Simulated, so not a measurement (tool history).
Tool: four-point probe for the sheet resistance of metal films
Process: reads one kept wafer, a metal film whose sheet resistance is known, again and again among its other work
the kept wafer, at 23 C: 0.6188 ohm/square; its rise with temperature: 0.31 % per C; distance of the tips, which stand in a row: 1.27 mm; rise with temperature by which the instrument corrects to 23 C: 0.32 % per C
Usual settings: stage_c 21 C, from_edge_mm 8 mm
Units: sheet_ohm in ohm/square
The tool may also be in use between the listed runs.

run   hour  stage_c  from_edge_mm  sheet_ohm
  1      0       21             8   0.625947
  2   10.2       21             8   0.625951
  3   29.7       21            55     0.6179
  4     40       21             8    0.62581
  5   62.3       21            42    0.61767
  6   84.5       21            42   0.618044
  7    104       33             8   0.625753
     105.6  -- stage's thermometer calibrated
  8  118.3       33             8    0.62557
  9  134.1       33            15   0.619556
 10  147.2       33            15   0.619726
 11  157.2       33            15   0.619885
 12  170.9       24            50   0.617747
 13  182.1       21            53   0.618036

3 ways to go on from here, each from the tool as it stands after run 13. What would each give?
  A  192.6       29             4          ?
  B  192.6       34            24          ?
  C  192.6       21            11          ?

run  sheet_ohm
  A   0.648964
  B   0.618255
  C   0.622104
Without the tool's hidden state the same runs would have given:
run  sheet_ohm
  A   0.650127
  B   0.619373
  C   0.623217
